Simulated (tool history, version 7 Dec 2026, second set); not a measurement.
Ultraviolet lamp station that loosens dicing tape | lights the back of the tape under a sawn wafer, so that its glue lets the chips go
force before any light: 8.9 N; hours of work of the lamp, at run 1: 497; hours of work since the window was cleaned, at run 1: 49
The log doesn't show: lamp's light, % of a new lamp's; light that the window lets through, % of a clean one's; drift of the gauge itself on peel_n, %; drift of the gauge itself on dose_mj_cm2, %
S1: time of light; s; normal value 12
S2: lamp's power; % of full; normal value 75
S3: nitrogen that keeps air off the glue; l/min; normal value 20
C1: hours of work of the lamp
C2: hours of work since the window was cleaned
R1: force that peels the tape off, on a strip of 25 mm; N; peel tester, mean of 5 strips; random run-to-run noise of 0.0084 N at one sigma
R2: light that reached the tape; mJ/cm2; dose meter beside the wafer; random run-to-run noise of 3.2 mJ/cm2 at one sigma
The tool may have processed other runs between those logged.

| run | hour | S1 | S2 | S3 | C1 | C2 | R1 | R2 |
|---|---|---|---|---|---|---|---|---|
| 1 | 0 | 12 | 75 | 20 | 497 | 49 | 0.542 | 414 |
| 2 | 20.7 | 12 | 75 | 20 | 509 | 61 | 0.579 | 408 |
| 3 | 32.5 | 12 | 75 | 20 | 517 | 69 | 0.574 | 408 |
| 4 | 51.9 | 16 | 75 | 20 | 529 | 81 | 0.266 | 539 |
| 5 | 64.1 | 16 | 75 | 20 | 536 | 88 | 0.273 | 535 |
| 6 | 79.4 | 12 | 75 | 20 | 546 | 98 | 0.614 | 397 |
| 7 | 103.8 | 12 | 75 | 20 | 561 | 113 | 0.636 | 393 |
| 8 | 121.7 | 12 | 75 | 20 | 572 | 124 | 0.652 | 392 |
| 9 | 143.2 | 12 | 81 | 16 | 585 | 137 | 0.585 | 419 |
|  | 145.1 | window cleaned of glue's vapour |
| 10 | 159 | 10 | 97 | 17 | 594 | 9 | 0.626 | 406 |
| 11 | 171.9 | 18 | 62 | 20 | 602 | 17 | 0.4 | 467 |
| 12 | 199.2 | 18 | 62 | 20 | 619 | 33 | 0.414 | 459 |
| 13 | 216.3 | 18 | 62 | 20 | 630 | 44 | 0.434 | 459 |
| 14 | 228.1 | 18 | 62 | 13 | 637 | 51 | 0.55 | 451 |
| 15 | 253 | 7 | 95 | 14 | 652 | 67 | 1.626 | 267 |
|  | 272.7 | window cleaned of glue's vapour, once more |
| 16 | 275.3 | 6 | 75 | 30 | 666 | 2 | 2.031 | 195 |

Had the tool no unlogged condition, and each run kept its random variation, what would the results have been?
| run | R1 | R2 |
|---|---|---|
| 1 | 0.336 | 497 |
| 2 | 0.349 | 495 |
| 3 | 0.337 | 498 |
| 4 | 0.151 | 664 |
| 5 | 0.157 | 664 |
| 6 | 0.346 | 496 |
| 7 | 0.343 | 496 |
| 8 | 0.348 | 499 |
| 9 | 0.299 | 540 |
| 10 | 0.305 | 534 |
| 11 | 0.182 | 619 |
| 12 | 0.188 | 617 |
| 13 | 0.194 | 621 |
| 14 | 0.24 | 617 |
| 15 | 0.866 | 369 |
| 16 | 1.414 | 245 |

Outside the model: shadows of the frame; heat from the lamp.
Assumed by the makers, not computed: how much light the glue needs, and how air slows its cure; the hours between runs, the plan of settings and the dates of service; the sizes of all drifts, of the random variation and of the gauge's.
